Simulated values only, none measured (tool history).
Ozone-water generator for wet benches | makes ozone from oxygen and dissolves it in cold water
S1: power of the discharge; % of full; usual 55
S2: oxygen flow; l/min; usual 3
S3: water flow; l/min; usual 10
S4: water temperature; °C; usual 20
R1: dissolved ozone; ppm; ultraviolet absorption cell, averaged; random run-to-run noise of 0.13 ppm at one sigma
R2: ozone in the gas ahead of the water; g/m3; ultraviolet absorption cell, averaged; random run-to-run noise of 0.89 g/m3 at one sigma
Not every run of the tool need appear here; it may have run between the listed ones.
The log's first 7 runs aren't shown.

run,day,S1,S2,S3,S4,R1,R2
8,14.062,55,2.53,10,20,12.4,146.9
9,16.454,55,2.99,10,20,12.9,137.9
10,17.658,55,2.99,10,20,12.6,138.7
11,19.125,55,3,10,20,12.6,139.3
12,20.492,55,3,10,20,12.6,137
13,22.983,72,3,10,20,15.4,167.4
14,25.008,55,3,10,20,12.7,137.8
15,27.821,55,3,10,20,12.6,136.5
16,30.408,55,3,10,20,12.5,137.3
17,31.75,64,4.23,6,26,17.7,133.6
18,34.279,63,4.12,7,20,18.2,132.8
19,35.7,56,3,6,13,21.2,137.9
20,38.458,65,1.54,7,13,18.6,194.7
21,39.667,65,1.89,11,13,12.6,179.1
22,41.354,65,3.14,11,13,14.1,150.6
23,43.233,73,3.58,10,19,15.5,154.5
24,44.575,73,3.71,10,19,15.5,153.1
25,46.167,58,4.3,12,17,12.3,122.9
26,48.825,58,4.3,12,17,12.1,122
27,50.196,55,3.87,10,12,14.5,124.3
28,52.362,55,4.43,10,20,12.8,117.7
29,53.575,42,3.01,6,13,16.8,112.6
30,56.254,42,3.01,6,24,13.5,112.4
31,58.608,44,3.01,6,18,15.7,115.7
32,60.067,94,4.45,13,22,14.4,166.8

What if the next run were any one of these 5? Each begins from the tool's condition after run 32:
A,61.638,94,4.45,13,15,?,?
B,61.638,48,3.54,15,22,?,?
C,61.638,40,3,8,20,?,?
D,61.638,77,2.02,13,23,?,?
E,61.638,59,3.11,15,22,?,?

run,R1,R2
A,16.2,168.4
B,8,114.2
C,11.7,106.9
D,10.6,194
E,8.8,137.3
The same runs, with their run-to-run variation unchanged, on a tool lacking any hidden condition would have given:
run,R1,R2
A,19.5,195.1
B,9.1,124.9
C,13,115
D,12.5,221.2
E,10.2,153

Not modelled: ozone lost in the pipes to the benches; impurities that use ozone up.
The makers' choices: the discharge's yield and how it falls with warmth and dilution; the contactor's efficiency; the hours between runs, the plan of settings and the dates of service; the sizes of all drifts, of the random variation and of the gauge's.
